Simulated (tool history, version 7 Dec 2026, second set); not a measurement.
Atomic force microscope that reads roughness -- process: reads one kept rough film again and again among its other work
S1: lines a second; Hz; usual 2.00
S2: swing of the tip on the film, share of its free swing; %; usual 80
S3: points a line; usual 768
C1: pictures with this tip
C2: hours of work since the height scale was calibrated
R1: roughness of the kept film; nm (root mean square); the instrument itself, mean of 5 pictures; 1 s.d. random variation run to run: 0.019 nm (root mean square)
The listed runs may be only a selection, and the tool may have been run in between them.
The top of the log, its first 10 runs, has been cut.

run   hour    S1  S2   S3   C1   C2     R1
 11  237.0  2.00  67  768  118  298  4.488
     252.3  -- new tip fitted
 12  263.7  2.00  80  768   22  313  4.533
 13  284.4  2.00  80  768   62  325  4.388
 14  318.4  2.00  80  768  128  344  4.082
     328.3  -- new tip fitted
 15  349.3  2.00  80  768   40  361  4.494
 16  376.8  2.00  80  448   94  377  4.243
 17  393.2  1.73  65  440  125  386  4.562
     403.8  -- new tip fitted
 18  418.2  1.73  65  440   27  400  4.981
 19  447.4  1.73  70  811   84  417  4.585
 20  474.5  0.60  57  768  136  432  4.740
     479.4  -- new tip fitted
 21  498.1  0.60  68  337   37  445  5.127
 22  515.1  0.60  68  337   69  455  4.986
 23  528.8  2.71  68  337   96  463  4.386
 24  551.9  3.93  61  802  140  476  4.265
     554.9  -- new tip fitted
 25  573.9  2.17  56  479   37  488  5.006
 26  595.4  2.14  56  404   78  500  4.872
 27  609.7  2.14  56  404  106  508  4.740
     631.4  -- new tip fitted
 28  637.0  3.02  56  404   11  524  5.087
 29  658.4  2.53  83  768   52  536  4.071
 30  692.0  2.53  83  768  117  555  3.843
     706.9  -- new tip fitted
 31  718.0  3.31  70  360   22  569  4.534

Below are 4 alternative next runs, each starting from the tool's condition after run 31. Predict each:
  A  739.5  3.31  81  360  63  581   ?
  B  739.5  3.31  70  358  63  581   ?
  C  739.5  0.64  80  768  63  581   ?
  D  739.5  0.67  85  360  63  581   ?

run     R1
  A  3.905
  B  4.368
  C  4.870
  D  4.720
Without the tool's unlogged condition, the same runs would have read:
run     R1
  A  4.199
  B  4.697
  C  5.237
  D  5.076
